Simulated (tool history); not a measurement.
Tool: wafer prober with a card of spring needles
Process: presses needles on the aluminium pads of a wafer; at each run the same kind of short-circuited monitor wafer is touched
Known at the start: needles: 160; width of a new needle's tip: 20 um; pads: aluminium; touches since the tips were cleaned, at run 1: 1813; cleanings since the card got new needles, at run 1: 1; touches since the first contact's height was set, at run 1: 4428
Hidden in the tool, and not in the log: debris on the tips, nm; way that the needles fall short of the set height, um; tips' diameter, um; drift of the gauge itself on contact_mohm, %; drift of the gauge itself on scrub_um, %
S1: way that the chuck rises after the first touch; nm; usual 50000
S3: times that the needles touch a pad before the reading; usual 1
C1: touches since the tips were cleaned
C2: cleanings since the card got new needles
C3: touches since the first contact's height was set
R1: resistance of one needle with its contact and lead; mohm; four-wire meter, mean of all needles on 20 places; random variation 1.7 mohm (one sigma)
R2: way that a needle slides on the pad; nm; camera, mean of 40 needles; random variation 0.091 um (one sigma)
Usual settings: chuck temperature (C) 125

Run 1, day 0: usual settings; C1 1813; C2 1; C3 4428. Result: R1 208 mohm, R2 7280 nm.
At day 0.092: tips cleaned on abrasive film.
Run 2, day 0.442: usual settings but S1 38000 nm; C1 1496; C2 2; C3 6309. Result: R1 234 mohm, R2 5450 nm.
At day 0.588: tips cleaned on abrasive film.
Run 3, day 1.042: usual settings but chuck temperature (C) 75; C1 1946; C2 3; C3 8875. Result: R1 200 mohm, R2 7170 nm.
At day 1.083: tips cleaned on abrasive film.
At day 1.588: tips cleaned on abrasive film.
Run 4, day 1.629: usual settings but S3 3; C1 183; C2 5; C3 11381. Result: R1 180 mohm, R2 7080 nm.
At day 2.096: tips cleaned on abrasive film.
Run 5, day 2.096: usual settings but S3 2; C1 0; C2 6; C3 13355. Result: R1 177 mohm, R2 7000 nm.
Run 6, day 2.546: usual settings but S3 2; C1 1952; C2 6; C3 15307. Result: R1 199 mohm, R2 7100 nm.
At day 2.596: tips cleaned on abrasive film.
At day 3.117: tips cleaned on abrasive film.
Run 7, day 3.229: usual settings but S3 3; C1 476; C2 8; C3 18200. Result: R1 176 mohm, R2 7080 nm.
At day 3.642: tips cleaned on abrasive film.
Run 8, day 3.658: usual settings but S3 3; C1 86; C2 9; C3 20043. Result: R1 178 mohm, R2 7100 nm.
At day 4.154: tips cleaned on abrasive film.
Run 9, day 4.296: usual settings but S1 33000 nm, chuck temperature (C) 71; C1 616; C2 10; C3 22765. Result: R1 218 mohm, R2 4470 nm.
At day 4.667: tips cleaned on abrasive film.
Run 10, day 4.792: usual settings but S1 30000 nm, chuck temperature (C) 71, S3 2; C1 534; C2 11; C3 24879. Result: R1 209 mohm, R2 4150 nm.
At day 5.2: tips cleaned on abrasive film.
Run 11, day 5.517: usual settings but S1 30000 nm, chuck temperature (C) 71; C1 1376; C2 12; C3 27989. Result: R1 262 mohm, R2 4220 nm.
At day 5.746: tips cleaned on abrasive film.
Run 12, day 5.917: usual settings but S1 30000 nm, chuck temperature (C) 59, S3 2; C1 725; C2 13; C3 29683. Result: R1 215 mohm, R2 4200 nm.
At day 6.254: tips cleaned on abrasive film.
Run 13, day 6.529: usual settings but S1 30000 nm, chuck temperature (C) 59, S3 2; C1 1184; C2 14; C3 32315. Result: R1 224 mohm, R2 3890 nm.
At day 6.792: tips cleaned on abrasive film.
Run 14, day 6.875: usual settings but S1 33000 nm, chuck temperature (C) 97; C1 372; C2 15; C3 33790. Result: R1 211 mohm, R2 4600 nm.
At day 7.317: tips cleaned on abrasive film.
Run 15, day 7.583: usual settings but S1 33000 nm, chuck temperature (C) 97; C1 1152; C2 16; C3 36819. Result: R1 239 mohm, R2 4600 nm.
At day 7.854: tips cleaned on abrasive film.
Run 16, day 7.946: usual settings but S1 61000 nm, chuck temperature (C) 46; C1 387; C2 17; C3 38348. Result: R1 163 mohm, R2 8520 nm.

5 ways to go on from here, each from the tool as it stands after run 16. What would each give?
Run A, day 8.283: usual settings but S1 54000 nm, chuck temperature (C) 66; C1 1841; C2 17; C3 39802. Result: R1 ?, R2 ?.
Run B, day 8.283: usual settings but S1 38000 nm; C1 1841; C2 17; C3 39802. Result: R1 ?, R2 ?.
Run C, day 8.283: usual settings but S1 34000 nm, chuck temperature (C) 118, S3 2; C1 1841; C2 17; C3 39802. Result: R1 ?, R2 ?.
Run D, day 8.283: usual settings but S1 36000 nm, chuck temperature (C) 46; C1 1841; C2 17; C3 39802. Result: R1 ?, R2 ?.
Run E, day 8.283: usual settings but S1 56000 nm, chuck temperature (C) 54; C1 1841; C2 17; C3 39802. Result: R1 ?, R2 ?.

run   R1    R2
  A  195  7490
  B  248  5230
  C  230  4750
  D  241  4940
  E  185  7890
Without the tool's hidden state the same runs would have given:
run   R1    R2
  A  161  7630
  B  188  5370
  C  186  4900
  D  168  5080
  E  153  8030

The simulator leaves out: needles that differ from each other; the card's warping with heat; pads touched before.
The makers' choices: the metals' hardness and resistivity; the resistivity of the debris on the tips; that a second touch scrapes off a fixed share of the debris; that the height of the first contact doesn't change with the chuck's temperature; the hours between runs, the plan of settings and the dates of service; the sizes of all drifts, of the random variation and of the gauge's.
